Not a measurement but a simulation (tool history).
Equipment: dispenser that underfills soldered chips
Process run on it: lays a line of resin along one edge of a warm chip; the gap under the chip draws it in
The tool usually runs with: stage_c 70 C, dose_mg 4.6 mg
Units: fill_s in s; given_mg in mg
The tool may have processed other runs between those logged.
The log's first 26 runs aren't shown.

run,day,stage_c,dose_mg,fill_s,given_mg
27,7.804,62,5.3,64.1,5.07
# day 7.929: new syringe of resin
28,8.233,64,5.78,49.6,5.52
# day 8.483: new syringe of resin
# day 8.525: dispensing valve cleaned and set on the balance
29,8.717,64,5.78,46.1,5.71
30,8.958,64,5.78,58.5,5.75
# day 9.079: new syringe of resin
31,9.267,84,4.91,19.1,4.74
32,9.596,66,5.93,58.2,5.8
# day 9.646: new syringe of resin
33,9.996,68,4.99,44.2,4.89
# day 10.212: new syringe of resin
34,10.396,80,4.57,23.7,4.46
35,10.658,77,3.93,35.7,3.75

Predict each of these 3 candidate next runs independently; none follows another, all start after run 35:
# day 10.754: new syringe of resin
A,10.988,76,4.6,?,?
# day 10.754: new syringe of resin
B,10.988,83,4.09,?,?
# day 10.754: new syringe of resin
C,10.988,70,4.1,?,?

run,fill_s,given_mg
A,28.2,4.36
B,21.5,3.89
C,38.2,3.93
What these runs would have given with no unlogged condition in the tool:
run,fill_s,given_mg
A,19.9,4.51
B,15.3,4.02
C,27,4.06

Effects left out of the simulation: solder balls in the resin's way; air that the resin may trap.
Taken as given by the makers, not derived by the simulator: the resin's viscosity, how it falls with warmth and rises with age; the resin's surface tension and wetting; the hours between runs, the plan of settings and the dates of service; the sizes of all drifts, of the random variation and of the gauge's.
